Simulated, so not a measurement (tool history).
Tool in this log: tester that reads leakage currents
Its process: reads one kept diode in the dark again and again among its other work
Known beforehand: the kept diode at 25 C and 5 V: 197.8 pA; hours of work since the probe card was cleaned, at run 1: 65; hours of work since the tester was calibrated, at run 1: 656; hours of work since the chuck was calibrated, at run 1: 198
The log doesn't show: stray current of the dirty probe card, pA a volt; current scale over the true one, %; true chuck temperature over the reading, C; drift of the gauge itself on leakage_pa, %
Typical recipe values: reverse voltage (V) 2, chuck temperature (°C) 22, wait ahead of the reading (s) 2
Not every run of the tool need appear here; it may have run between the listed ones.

run    hour  reverse voltage (V)  chuck temperature (°C)  wait ahead of the reading (s)  hours of work since the probe card was cleaned  hours of work since the tester was calibrated  hours of work since the chuck was calibrated  current that the tester gives (pA)
  1       0                    2                      22                              2                                              65                                            656                                           198                              108.83
  2    77.4                    2                      22                              2                                             100                                            691                                           233                              110.22
  3   120.8                    2                      29                              2                                             119                                            710                                           252                              189.07
  4   181.6                  7.8                      29                              2                                             147                                            737                                           279                              348.91
  5   226.4                  7.8                      27                              2                                             167                                            757                                           299                              302.26
  6   283.2                    2                      22                            0.5                                             192                                            783                                           325                              112.63
  7   352.5                    2                      22                            0.5                                             223                                            814                                           356                              114.39
  8   403.9                    2                      51                              2                                             246                                            837                                           379                              915.77
  9   446.9                    2                      54                              2                                             266                                            856                                           398                             1113.27
 10   513.5                 1.22                      22                              2                                             295                                            886                                           428                                  92
 11   572.4                    2                      22                              2                                             322                                            913                                           455                              115.32
 12     621                    2                      22                              2                                             344                                            934                                           476                               115.8
 13   696.4                    2                      22                              2                                             377                                            968                                           510                              116.82
 14   740.3                    2                      22                              2                                             397                                            988                                           530                              117.96
 15   794.1                 7.01                      21                           3.95                                             421                                           1012                                           554                              192.99
 16     834                 7.01                      21                           3.95                                             439                                           1030                                           572                              193.21
 17   892.7                 3.48                      51                           4.45                                             466                                           1056                                           598                             1217.27
 18   925.9                 4.22                      29                           0.76                                             480                                           1071                                           613                              286.16
 19   981.8                 4.22                      55                           3.47                                             505                                           1096                                           638                             1726.31
 20  1032.3                 4.22                      55                           3.47                                             528                                           1119                                           661                             1726.21
 21  1085.6                  8.8                      42                           4.13                                             552                                           1143                                           685                             1019.45
 22  1132.1                  8.8                      42                           4.13                                             573                                           1164                                           706                             1021.55
 23  1184.2                    2                      24                              2                                             596                                           1187                                           729                              143.63
 24  1246.6                    2                      24                              2                                             624                                           1215                                           757                              143.96

Here are 4 independent what-if runs from the current tool condition. What would each one return?
  A  1292.7                    2                      36                              2                                             645                                           1236                                           778                                   ?
  B  1292.7                 1.47                      24                              2                                             645                                           1236                                           778                                   ?
  C  1292.7                 1.32                      28                           2.11                                             645                                           1236                                           778                                   ?
  D  1292.7                 5.96                      39                           3.25                                             645                                           1236                                           778                                   ?

run  current that the tester gives (pA)
  A                              351.96
  B                              125.83
  C                              161.98
  D                              711.07
Without the tool's hidden state the same runs would have given:
run  current that the tester gives (pA)
  A                              304.15
  B                              106.67
  C                              138.48
  D                              614.04
